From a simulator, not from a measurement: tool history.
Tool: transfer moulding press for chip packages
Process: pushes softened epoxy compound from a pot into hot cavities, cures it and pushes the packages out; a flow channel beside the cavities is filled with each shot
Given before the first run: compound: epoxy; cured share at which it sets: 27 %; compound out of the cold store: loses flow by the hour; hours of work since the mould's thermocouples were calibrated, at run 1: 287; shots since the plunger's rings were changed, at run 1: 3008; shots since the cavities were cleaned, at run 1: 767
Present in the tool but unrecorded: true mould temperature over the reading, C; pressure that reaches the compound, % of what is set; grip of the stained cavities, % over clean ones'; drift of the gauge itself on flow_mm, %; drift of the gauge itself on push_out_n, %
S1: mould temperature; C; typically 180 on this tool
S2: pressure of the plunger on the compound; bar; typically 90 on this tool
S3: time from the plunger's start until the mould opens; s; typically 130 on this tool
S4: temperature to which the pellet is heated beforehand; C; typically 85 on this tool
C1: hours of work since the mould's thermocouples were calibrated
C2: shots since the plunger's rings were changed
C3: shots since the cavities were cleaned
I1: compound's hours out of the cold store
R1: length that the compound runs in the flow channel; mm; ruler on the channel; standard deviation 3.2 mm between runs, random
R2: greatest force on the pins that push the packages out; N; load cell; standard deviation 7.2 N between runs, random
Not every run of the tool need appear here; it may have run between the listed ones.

run     day   S1     S2   S3  S4   C1    C2    C3    I1    R1   R2
  1       0  180     90  130  85  287  3008   767  39.1   790  295
  2   0.433  180     90  130  85  295  3126   885  21.8   887  297
  3   0.925  180     90  130  85  304  3260  1019  26.8   859  300
      1.533  -- cavities cleaned with cleaning compound and waxed
  4   1.783  180     90  130  85  319  3476    68    32   834  292
      2.038  -- plunger's sealing rings changed
  5   2.808  180     90  130  85  336   208   317  25.9   866  316
  6   3.267  180     90  130  82  345   333   442  24.7   870  307
  7   3.812  180     90  130  91  355   481   590  24.5   873  299
  8   4.358  180     90  130  78  365   629   738  21.1   889  310
  9    5.05  180     90  130  78  378   817   926  45.8   749  304
 10   5.883  180   83.5  130  78  394  1044  1153  34.1   784  300
      5.983  -- cavities cleaned with cleaning compound and waxed
 11   6.483  178     90  130  85  404  1189   135  19.4   911  340
 12   6.908  178     90  130  85  412  1304   250  10.1   962  335
 13     7.5  178     90  130  85  423  1465   411  16.9   923  327
 14   8.033  178     90  130  85  433  1609   555   9.1   971  344
 15   8.933  180     90  136  85  450  1855   801  15.5   926  286
 16   9.608  177   68.9  134  89  462  2037   983    19   796  329
     10.388  -- cavities cleaned with cleaning compound and waxed
 17  10.596  180     90  131  83  480  2288    57    43   768  282
 18  11.212  179  102.3  131  75  491  2456   225  10.4  1027  335
 19  12.096  180   90.4  130  85  508  2695   464  27.7   856  297
 20  12.875  176  105.2  159  85  522  2907   676  20.1   978  289
 21  13.683  184   69.5  114  85  538  3127   896    21   779  304
 22  14.125  188   77.1  133  81  546  3246  1015  43.9   700  250
     14.767  -- cavities cleaned with cleaning compound and waxed
 23    14.9  188   77.1  133  81  559  3440    37  14.9   847  250
     15.308  -- plunger's sealing rings changed
 24  15.746  180   83.2  163  82  573   119   238    37   769  250
 25  16.275  180   83.2  163  82  583   262   381  14.5   899  255
 26  16.838  174   78.8  139  94  593   415   534  36.7   762  373
 27  17.621  174   78.8  139  94  608   628   747   9.4   911  391
 28  18.454  186   97.9  135  86  624   854   973  15.6   956  261
 29  19.054  180   89.8  130  81  635  1018  1137  39.9   781  287

3 ways to go on from here, each from the tool as it stands after run 29. What would each give?
     19.254  -- cavities cleaned with cleaning compound and waxed
  A  19.567  179  102.4  154  85  643  1139  85    30   ?   ?
     19.254  -- cavities cleaned with cleaning compound and waxed
  B  19.567  180     90  157  85  643  1139  85  28.9   ?   ?
     19.254  -- cavities cleaned with cleaning compound and waxed
  C  19.567  180   69.2  130  91  643  1139  85  46.4   ?   ?

run   R1   R2
  A  889  263
  B  849  257
  C  655  296
Without the tool's hidden state the same runs would have given:
run   R1   R2
  A  890  263
  B  849  256
  C  655  296
